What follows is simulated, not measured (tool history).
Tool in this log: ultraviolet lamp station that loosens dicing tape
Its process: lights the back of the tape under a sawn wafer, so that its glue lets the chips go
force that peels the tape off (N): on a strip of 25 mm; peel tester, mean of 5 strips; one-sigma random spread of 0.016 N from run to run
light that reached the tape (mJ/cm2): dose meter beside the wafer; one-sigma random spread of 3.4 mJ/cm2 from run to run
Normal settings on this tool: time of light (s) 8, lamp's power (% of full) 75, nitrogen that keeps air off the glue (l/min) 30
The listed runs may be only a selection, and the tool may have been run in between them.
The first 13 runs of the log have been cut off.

run	hour	time of light (s)	lamp's power (% of full)	nitrogen that keeps air off the glue (l/min)	hours of work of the lamp	hours of work since the window was cleaned	force that peels the tape off (N)	light that reached the tape (mJ/cm2)
14	490.9	14	66	30	842	130	0.362	845
15	542.2	14	66	30	874	163	0.367	833
16	593.4	8	75	30	907	195	0.776	547
17	635.4	5	75	30	933	221	1.529	343
18	658.0	8	94	12	947	236	0.975	681
# hour 678.9: window cleaned of glue's vapour
19	696.9	6	75	56	972	11	0.873	401
20	727.9	12	61	56	991	31	0.368	662
21	753.5	12	61	9	1007	47	1.222	670
22	790.5	4	96	17	1030	70	1.905	348

Estimate the outcome of run 23 from the log above:
23	832.3	6	88	21	1057	97	?	?

Logged for run 23: force that peels the tape off (N) 1.173, light that reached the tape (mJ/cm2) 482.
With the hidden condition absent and the run-to-run variation left alone, this run would have shown force that peels the tape off (N) 1.166, light that reached the tape (mJ/cm2) 485.
